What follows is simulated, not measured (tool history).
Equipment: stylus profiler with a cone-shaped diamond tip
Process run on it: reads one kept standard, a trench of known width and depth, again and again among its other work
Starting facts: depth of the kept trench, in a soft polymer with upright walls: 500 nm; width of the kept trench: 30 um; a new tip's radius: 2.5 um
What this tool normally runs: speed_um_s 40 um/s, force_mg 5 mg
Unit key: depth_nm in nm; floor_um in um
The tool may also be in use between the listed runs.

| run | hour | speed_um_s | force_mg | depth_nm | floor_um |
|---|---|---|---|---|---|
| 1 | 0 | 40 | 5 | 508.97 | 26.64 |
| 2 | 21.2 | 40 | 5 | 509.06 | 26.7 |
| 3 | 41.5 | 40 | 5 | 508.87 | 26.6 |
| 4 | 55 | 40 | 5 | 509.08 | 26.6 |
| 5 | 73.5 | 40 | 5 | 508.53 | 26.65 |
| 6 | 82.5 | 40 | 5 | 508.75 | 26.66 |
| 7 | 95.9 | 40 | 4.21 | 508.29 | 26.56 |
| 8 | 111.9 | 40 | 4.21 | 508.07 | 26.61 |
| 9 | 125.9 | 40 | 4.21 | 508.07 | 26.66 |
| 10 | 135.5 | 14 | 4.21 | 508.01 | 26.67 |
| 11 | 155.5 | 40 | 5 | 508.66 | 26.6 |
| 12 | 165.2 | 40 | 5 | 509.08 | 26.58 |
| 13 | 184.6 | 40 | 2.89 | 506.6 | 26.57 |
| 14 | 196.9 | 40 | 2.89 | 506.43 | 26.55 |
| 15 | 208.7 | 40 | 2.89 | 506.41 | 26.56 |
|  | 211.2 | height scale calibrated on a step standard |
| 16 | 223.6 | 40 | 2.89 | 506.42 | 26.58 |
| 17 | 242.9 | 40 | 2.89 | 506.41 | 26.57 |
| 18 | 262.4 | 40 | 2.89 | 506.72 | 26.49 |
| 19 | 279.5 | 40 | 5 | 509.23 | 26.55 |
| 20 | 299.3 | 40 | 5 | 509.23 | 26.57 |
| 21 | 312.8 | 40 | 10.07 | 514.32 | 26.58 |
|  | 327.8 | height scale calibrated on a step standard, once more |
| 22 | 331.2 | 40 | 3.14 | 506.28 | 26.51 |
| 23 | 346.8 | 40 | 3.14 | 506.21 | 26.51 |
| 24 | 364.1 | 40 | 5.89 | 509.67 | 26.53 |
| 25 | 377.4 | 13 | 2.39 | 505.22 | 26.62 |
| 26 | 389 | 128 | 2.09 | 504.9 | 25.95 |
| 27 | 406 | 18 | 3.31 | 506.77 | 26.61 |
| 28 | 416.8 | 123 | 7.74 | 511.32 | 26.35 |
| 29 | 435.8 | 11 | 5.64 | 509.48 | 26.6 |
| 30 | 446.1 | 132 | 5 | 508.78 | 26.16 |
| 31 | 454.9 | 132 | 4.3 | 507.98 | 26.15 |
| 32 | 465.4 | 132 | 4.3 | 507.97 | 26.15 |
| 33 | 474.2 | 132 | 4.3 | 507.92 | 26.23 |
| 34 | 483.1 | 82 | 1.82 | 504.71 | 26.11 |
| 35 | 497.7 | 28 | 9.09 | 512.74 | 26.58 |
| 36 | 515.9 | 13 | 3.87 | 507.37 | 26.57 |
| 37 | 531.8 | 87 | 2.13 | 505.05 | 26.14 |
| 38 | 542 | 41 | 3.9 | 507.35 | 26.41 |
| 39 | 562 | 40 | 2.89 | 505.89 | 26.44 |
| 40 | 583.8 | 64 | 14.62 | 517.67 | 26.46 |
| 41 | 605.6 | 64 | 5.71 | 509.58 | 26.37 |
| 42 | 616.8 | 18 | 3.63 | 507.3 | 26.51 |
| 43 | 626.9 | 18 | 8.31 | 512.09 | 26.57 |
| 44 | 639.8 | 54 | 5 | 508.75 | 26.43 |
| 45 | 653.2 | 54 | 5 | 508.8 | 26.4 |
| 46 | 671 | 24 | 1.92 | 504.86 | 26.5 |

Branching from run 46: 4 alternative next runs. What would each branch give?
| A | 690.7 | 24 | 12.62 | ? | ? |
| B | 690.7 | 15 | 3.79 | ? | ? |
| C | 690.7 | 55 | 4.29 | ? | ? |
| D | 690.7 | 56 | 1.92 | ? | ? |

| run | depth_nm | floor_um |
|---|---|---|
| A | 516.2 | 26.57 |
| B | 507.14 | 26.5 |
| C | 508.09 | 26.33 |
| D | 504.67 | 26.3 |
Stripped of hidden state, with their random variation kept, the same runs would have yielded:
| run | depth_nm | floor_um |
|---|---|---|
| A | 515.78 | 26.99 |
| B | 506.72 | 26.92 |
| C | 507.67 | 26.75 |
| D | 504.26 | 26.72 |
